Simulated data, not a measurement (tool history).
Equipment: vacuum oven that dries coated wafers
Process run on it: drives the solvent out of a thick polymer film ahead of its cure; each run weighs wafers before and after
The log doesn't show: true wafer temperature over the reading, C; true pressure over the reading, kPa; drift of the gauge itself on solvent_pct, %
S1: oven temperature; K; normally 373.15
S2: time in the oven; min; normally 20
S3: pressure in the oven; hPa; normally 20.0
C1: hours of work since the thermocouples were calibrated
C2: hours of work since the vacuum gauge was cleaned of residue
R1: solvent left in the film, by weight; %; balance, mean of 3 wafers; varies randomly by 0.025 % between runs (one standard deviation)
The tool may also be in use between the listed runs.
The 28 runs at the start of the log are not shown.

run,hour,S1,S2,S3,C1,C2,R1
29,1053.4,374.15,20,20.0,852,336,1.32
30,1079.8,374.15,20,20.0,864,348,1.30
31,1111.6,373.15,23,47.2,879,362,2.26
32,1150.5,373.15,20,47.2,897,380,2.52
33,1176.9,373.15,20,47.2,909,392,2.53
34,1216.7,373.15,20,47.2,927,411,2.55
35,1240.3,373.15,20,47.2,938,422,2.53
36,1268.0,373.15,20,47.2,951,434,2.53
37,1319.2,371.15,10,29.0,974,458,4.90
38,1346.5,371.15,10,29.0,987,470,4.97
39,1400.7,371.15,10,29.0,1012,495,4.95
40,1426.4,360.15,20,23.4,1024,507,5.29
41,1467.8,384.15,29,78.8,1043,526,2.17
42,1492.5,384.15,29,78.8,1054,537,2.14
43,1529.9,384.15,29,78.8,1071,555,2.15
44,1574.2,384.15,29,34.3,1091,575,0.98
45,1621.6,373.15,22,20.0,1113,597,1.38
46,1662.3,373.15,22,20.0,1132,615,1.39

Consider 3 possible next runs. They are alternatives, not a sequence: every one starts from the tool as it was left by run 46. What does each give?
A,1689.6,373.15,11,20.0,1145,628,?
B,1689.6,373.15,12,31.2,1145,628,?
C,1689.6,385.15,11,33.3,1145,628,?

run,R1
A,3.52
B,3.62
C,1.42
What these runs would have given with no unlogged condition in the tool:
run,R1
A,3.09
B,3.20
C,1.23
